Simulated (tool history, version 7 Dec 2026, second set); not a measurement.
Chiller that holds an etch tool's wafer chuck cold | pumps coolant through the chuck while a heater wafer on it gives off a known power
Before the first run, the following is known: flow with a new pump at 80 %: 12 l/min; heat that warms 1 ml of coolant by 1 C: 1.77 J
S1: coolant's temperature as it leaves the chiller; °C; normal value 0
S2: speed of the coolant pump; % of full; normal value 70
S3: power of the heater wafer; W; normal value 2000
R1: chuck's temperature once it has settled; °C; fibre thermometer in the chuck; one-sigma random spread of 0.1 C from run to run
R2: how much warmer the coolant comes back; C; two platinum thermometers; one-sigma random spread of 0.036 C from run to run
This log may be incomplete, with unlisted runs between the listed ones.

run	hour	S1	S2	S3	R1	R2
1	0.0	0	70	2000	15.7	7.02
2	38.6	0	70	2000	15.8	7.03
3	83.2	0	70	2000	15.6	7.00
# hour 89.1: chiller's thermometer calibrated
4	127.1	0	70	2000	16.7	7.08
5	192.3	0	99	2000	12.4	4.79
6	243.9	0	99	2000	12.8	4.84
7	300.4	0	99	2000	12.7	4.79
8	368.4	0	99	2000	12.7	4.76
9	399.4	0	70	2000	16.9	7.08
10	440.5	0	70	2000	16.9	7.14
11	498.6	0	70	1651	14.2	5.89
12	534.7	0	70	1204	10.3	4.29
13	578.2	0	70	1204	10.4	4.28
14	645.7	0	70	1204	10.4	4.32
15	689.6	0	70	2000	17.1	7.19
16	759.6	0	70	2000	17.2	7.14
17	825.5	0	70	2630	22.7	9.52
18	892.1	-3	72	1515	9.8	5.35
19	959.8	-3	72	1515	9.7	5.31
20	995.6	4	70	1979	21.2	7.12
21	1050.9	8	79	1422	19.2	4.49
22	1087.5	-5	77	1016	3.2	3.39
23	1129.9	8	77	1623	20.9	5.37
24	1179.6	8	77	2176	25.4	7.21
25	1223.4	8	77	2176	25.5	7.17
26	1253.1	8	77	2176	25.5	7.17
27	1287.6	0	70	1883	16.4	6.93
28	1321.2	-7	78	2000	8.9	6.52
29	1354.1	-7	78	2000	9.0	6.55
30	1407.6	-2	81	2089	14.1	6.55

Run 31, settings as shown, results not yet in. Your forecast:
31	1473.4	3	72	2089	?	?

R1: 20.8 °C
R2: 7.44 C
Without the tool's hidden state the same run would have given R1 18.6 °C, R2 6.62 C.

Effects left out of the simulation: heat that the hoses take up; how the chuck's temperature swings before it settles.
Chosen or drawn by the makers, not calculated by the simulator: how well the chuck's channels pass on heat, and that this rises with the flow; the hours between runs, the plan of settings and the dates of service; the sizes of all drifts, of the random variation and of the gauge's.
